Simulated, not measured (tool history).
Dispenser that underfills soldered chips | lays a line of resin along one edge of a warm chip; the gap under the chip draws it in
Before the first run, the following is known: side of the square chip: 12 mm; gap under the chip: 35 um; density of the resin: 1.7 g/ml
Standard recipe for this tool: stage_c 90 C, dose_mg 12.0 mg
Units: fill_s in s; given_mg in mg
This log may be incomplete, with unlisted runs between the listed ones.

| run | hour | stage_c | dose_mg | fill_s | given_mg |
|---|---|---|---|---|---|
| 1 | 0.0 | 90 | 12.0 | 127.7 | 11.93 |
|  | 7.4 | new syringe of resin |
| 2 | 7.8 | 90 | 10.7 | 125.1 | 10.76 |
| 3 | 13.6 | 90 | 10.7 | 158.3 | 10.64 |
|  | 16.2 | new syringe of resin |
| 4 | 18.1 | 90 | 10.7 | 132.7 | 10.62 |
| 5 | 23.1 | 93 | 12.0 | 139.2 | 11.89 |
|  | 25.2 | new syringe of resin |
| 6 | 27.5 | 93 | 12.0 | 113.4 | 11.76 |
|  | 34.0 | new syringe of resin |
| 7 | 35.7 | 98 | 12.0 | 92.2 | 11.81 |
|  | 43.1 | new syringe of resin |
| 8 | 43.1 | 98 | 12.0 | 86.3 | 11.65 |
| 9 | 50.8 | 98 | 12.0 | 117.5 | 11.61 |
|  | 51.6 | new syringe of resin |
| 10 | 58.3 | 98 | 12.0 | 110.3 | 11.48 |
|  | 60.1 | new syringe of resin |
| 11 | 62.4 | 90 | 12.0 | 134.3 | 11.51 |
|  | 66.1 | dispensing valve cleaned and set on the balance |
|  | 69.8 | new syringe of resin |
| 12 | 71.6 | 90 | 12.0 | 130.2 | 12.07 |
| 13 | 77.4 | 90 | 12.0 | 167.4 | 12.00 |
|  | 78.3 | new syringe of resin |
| 14 | 81.6 | 90 | 12.0 | 134.8 | 11.88 |
| 15 | 86.3 | 90 | 12.0 | 165.6 | 11.99 |
|  | 87.1 | new syringe of resin |
|  | 95.7 | new syringe of resin |
| 16 | 95.7 | 90 | 12.0 | 119.1 | 11.85 |
| 17 | 99.9 | 90 | 12.0 | 141.8 | 11.79 |
|  | 104.5 | new syringe of resin |
| 18 | 108.4 | 90 | 12.0 | 140.7 | 11.77 |
|  | 113.3 | new syringe of resin |
| 19 | 115.9 | 99 | 11.1 | 93.0 | 10.79 |
|  | 122.1 | new syringe of resin |
| 20 | 122.5 | 84 | 11.9 | 158.8 | 11.66 |
| 21 | 127.7 | 80 | 10.4 | 251.2 | 10.14 |
|  | 130.7 | new syringe of resin |
| 22 | 133.8 | 79 | 14.0 | 222.9 | 13.50 |
| 23 | 138.0 | 102 | 10.5 | 105.1 | 10.21 |
|  | 139.3 | new syringe of resin |
|  | 143.4 | dispensing valve cleaned and set on the balance |
| 24 | 146.5 | 91 | 13.8 | 147.9 | 13.77 |
|  | 149.5 | new syringe of resin |
| 25 | 155.7 | 98 | 14.8 | 108.6 | 14.78 |
|  | 158.2 | new syringe of resin |
| 26 | 160.3 | 76 | 14.1 | 245.2 | 13.97 |
| 27 | 165.1 | 77 | 12.9 | 288.1 | 12.83 |
|  | 166.8 | new syringe of resin |
| 28 | 172.9 | 101 | 12.8 | 95.0 | 12.57 |
|  | 175.6 | new syringe of resin |
| 29 | 182.3 | 80 | 13.5 | 248.1 | 13.36 |
|  | 184.6 | new syringe of resin |
| 30 | 191.0 | 98 | 13.4 | 110.5 | 13.09 |
|  | 193.5 | new syringe of resin |
| 31 | 197.3 | 98 | 10.3 | 109.1 | 9.95 |
|  | 201.9 | new syringe of resin |
| 32 | 205.7 | 93 | 10.5 | 130.0 | 10.18 |
|  | 210.3 | new syringe of resin |
| 33 | 210.3 | 93 | 11.5 | 106.3 | 11.08 |
| 34 | 218.3 | 88 | 10.5 | 193.7 | 10.18 |

3 ways to go on from here, each from the tool as it stands after run 34. What would each give?
|  | 219.3 | new syringe of resin |
|  | 221.0 | dispensing valve cleaned and set on the balance |
| A | 225.6 | 98 | 13.3 | ? | ? |
|  | 219.3 | new syringe of resin |
|  | 221.0 | dispensing valve cleaned and set on the balance |
| B | 225.6 | 94 | 10.9 | ? | ? |
|  | 219.3 | new syringe of resin |
|  | 221.0 | dispensing valve cleaned and set on the balance |
| C | 225.6 | 89 | 14.9 | ? | ? |

| run | fill_s | given_mg |
|---|---|---|
| A | 105.7 | 13.33 |
| B | 134.4 | 10.96 |
| C | 155.7 | 14.93 |
Without the tool's hidden state the same runs would have given:
| run | fill_s | given_mg |
|---|---|---|
| A | 80.0 | 13.37 |
| B | 101.8 | 10.99 |
| C | 117.7 | 14.97 |
